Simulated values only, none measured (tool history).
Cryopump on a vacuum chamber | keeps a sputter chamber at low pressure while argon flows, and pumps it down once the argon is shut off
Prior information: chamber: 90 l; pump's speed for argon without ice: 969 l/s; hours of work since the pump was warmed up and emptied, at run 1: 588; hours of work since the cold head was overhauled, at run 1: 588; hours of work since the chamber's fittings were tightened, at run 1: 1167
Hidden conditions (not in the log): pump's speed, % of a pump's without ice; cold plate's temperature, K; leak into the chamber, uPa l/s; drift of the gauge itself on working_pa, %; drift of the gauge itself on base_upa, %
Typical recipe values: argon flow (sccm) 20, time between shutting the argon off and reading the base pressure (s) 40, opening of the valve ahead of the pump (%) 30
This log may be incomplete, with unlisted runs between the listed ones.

run	hour	argon flow (sccm)	time between shutting the argon off and reading the base pressure (s)	opening of the valve ahead of the pump (%)	hours of work since the pump was warmed up and emptied	hours of work since the cold head was overhauled	hours of work since the chamber's fittings were tightened	pressure while argon flows (Pa)	pressure after the wait (uPa)
1	0	20	40	30	588	588	1167	0.1274	3.9
2	17.5	20	40	30	602	602	1181	0.1284	3.9
3	38.1	20	40	30	618	618	1197	0.1278	4
4	63.5	20	40	30	639	639	1217	0.1277	4.03
5	82	20	40	30	653	653	1232	0.1275	4.19
6	109.1	20	40	30	675	675	1254	0.1283	4.18
7	126.7	20	40	27	689	689	1268	0.1433	4.16
8	149.7	20	40	27	707	707	1286	0.1424	4.09
9	173.8	20	40	27	727	727	1305	0.1424	4.11
10	185.8	20	40	27	736	736	1315	0.1442	4.22
11	204.4	20	40	24	751	751	1329	0.1597	4.32
12	225.5	20	40	30	768	768	1346	0.1313	4.2
13	245.1	20	40	30	783	783	1362	0.131	4.4
14	263.9	20	40	30	798	798	1377	0.1325	4.5
15	279.3	20	40	30	810	810	1389	0.1323	4.34
16	292.9	20	40	56	821	821	1400	0.0793	4.51
# hour 299.5: pump warmed up, emptied and cooled again
17	310.6	20	40	56	9	831	1410	0.0625	3.78
18	323	11	40	56	19	841	1420	0.0341	3.82
19	343.3	15	118	35	35	857	1436	0.0748	2.31
20	364.7	15	118	35	52	874	1453	0.0756	2.33
21	376.6	15	118	35	61	884	1462	0.0765	2.4
22	391.6	15	118	35	73	896	1474	0.0772	2.41
23	408.1	17	214	32	86	909	1488	0.0946	2.06
24	427.3	25	40	26	102	924	1503	0.1701	3.9
25	441.6	25	40	26	113	936	1514	0.17	3.86
26	458.8	25	40	26	127	949	1528	0.1709	3.95
27	475.5	10	44	21	140	962	1541	0.0842	3.83
28	500.4	32	40	25	160	982	1561	0.2312	3.95
29	513.3	30	40	30	170	993	1571	0.1799	4.06
30	539	30	40	30	191	1013	1592	0.1824	4.02
31	553.2	12	55	16	202	1024	1603	0.1327	3.46
32	577.5	34	40	17	221	1044	1622	0.3575	4.18
33	589.1	34	133	22	230	1053	1632	0.2758	2.54

Each run again, without the hidden state but with its own random variation kept:
run	pressure while argon flows (Pa)	pressure after the wait (uPa)
1	0.1164	2.54
2	0.117	2.52
3	0.1162	2.56
4	0.1155	2.55
5	0.1149	2.64
6	0.1151	2.6
7	0.1297	2.58
8	0.1284	2.51
9	0.1279	2.48
10	0.1294	2.54
11	0.1445	2.58
12	0.1157	2.5
13	0.115	2.58
14	0.116	2.62
15	0.1154	2.52
16	0.0621	2.6
17	0.0616	2.57
18	0.0336	2.59
19	0.0739	1.07
20	0.0745	1.07
21	0.0752	1.1
22	0.0758	1.12
23	0.0929	0.74
24	0.1673	2.55
25	0.167	2.52
26	0.1677	2.56
27	0.0827	2.41
28	0.226	2.54
29	0.1748	2.58
30	0.1768	2.55
31	0.1305	1.96
32	0.3504	2.63
33	0.2685	0.99
